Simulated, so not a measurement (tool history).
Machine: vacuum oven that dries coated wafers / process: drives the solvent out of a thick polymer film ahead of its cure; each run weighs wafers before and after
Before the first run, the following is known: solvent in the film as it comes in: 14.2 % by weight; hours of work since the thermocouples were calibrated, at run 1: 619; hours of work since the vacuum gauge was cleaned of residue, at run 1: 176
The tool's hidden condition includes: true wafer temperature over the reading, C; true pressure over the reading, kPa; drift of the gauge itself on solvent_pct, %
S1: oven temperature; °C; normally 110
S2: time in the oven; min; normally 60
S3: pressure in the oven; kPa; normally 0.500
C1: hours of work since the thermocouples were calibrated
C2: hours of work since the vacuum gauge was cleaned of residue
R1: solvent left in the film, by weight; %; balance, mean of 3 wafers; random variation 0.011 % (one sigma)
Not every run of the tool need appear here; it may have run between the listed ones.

run   hour   S1   S2     S3   C1   C2    R1
  1    0.0  110   60  0.500  619  176  0.94
  2    5.2  110   60  0.500  622  179  0.97
  3   13.4  110   60  0.500  626  183  0.98
  4   19.8  110   60  0.500  629  186  0.94
  5   25.5  110   60  0.500  632  189  0.96
  6   34.3  110   60  0.500  636  193  0.96
  7   41.6  110   60  0.500  639  196  0.96
  8   53.4  110   60  0.500  645  202  0.96
  9   65.7  110   60  0.500  651  208  0.95
 10   74.7  110   89  0.500  655  212  0.44
 11   86.5  110   89  0.500  661  218  0.43
 12   92.9  123   60  0.500  664  221  0.18
 13  100.9  110   60  0.500  668  225  0.96
 14  111.3  110   60  0.500  673  230  0.95
 15  118.9  110   60  0.500  677  234  0.96
 16  126.1  110   60  0.500  680  237  0.95
 17  134.3  110   60  0.500  684  241  0.97
     136.4  -- vacuum gauge cleaned of residue and calibrated
 18  141.1  110   60  0.500  687    2  0.97
 19  152.2  110   60  0.500  692    8  0.97
 20  164.8  110   60  0.500  698   14  0.98
 21  170.5  117   60  0.500  701   16  0.37
 22  180.9  110   60  0.500  706   22  0.96
 23  191.4  110   60  0.500  711   27  0.96
 24  198.0  110   60  0.500  714   30  0.97
     202.5  -- vacuum gauge cleaned of residue and calibrated, once more
 25  211.5   96   78  1.785  720    4  3.47
 26  217.6   97   60  1.568  723    7  4.02
 27  229.5   98   45  1.568  729   13  4.92
 28  239.2  120  100  0.605  734   18  0.18
 29  248.9  110   51  0.500  738   22  1.28
 30  258.0  110   51  0.500  743   27  1.29
 31  269.7  110   51  0.500  748   33  1.28
 32  277.0  110   51  1.799  752   36  1.78
 33  287.0  110   51  1.799  757   41  1.77
 34  292.8  100   63  0.461  760   44  2.58
 35  305.3  100   63  0.461  766   50  2.55
 36  315.5  100   89  0.570  771   55  1.54
 37  327.4  100   89  0.570  776   61  1.51
 38  333.9  110   78  0.521  780   64  0.53
 39  346.1  101   49  1.012  785   70  3.51
 40  351.7  101   49  1.012  788   72  3.51
 41  356.9  101   49  1.012  791   75  3.50
 42  368.4  101   49  1.012  796   80  3.51
 43  378.0  114   61  0.500  801   85  0.50
 44  389.1  110  106  0.526  806   90  0.31
 45  401.6  116   93  0.499  812   97  0.21
 46  409.9  105   92  0.499  816  101  0.71
 47  419.3  105   92  0.499  821  105  0.71

Entry by entry between the runs, the difference in hidden state between the last listed run before and the first listed run after:
Logged between run 17 and run 18: vacuum gauge cleaned of residue and calibrated (hour 136.4)
  true pressure over the reading, kPa: 0.058 -> 0.091
  measured result minus the result with no hidden state, R1: -0.24 -> -0.23 %
Logged between run 24 and run 25: vacuum gauge cleaned of residue and calibrated, once more (hour 202.5)
  true wafer temperature over the reading, C: 1.98 -> 1.99; true pressure over the reading, kPa: 0.098 -> 0.006
  measured result minus the result with no hidden state, R1: -0.23 -> -0.53 %
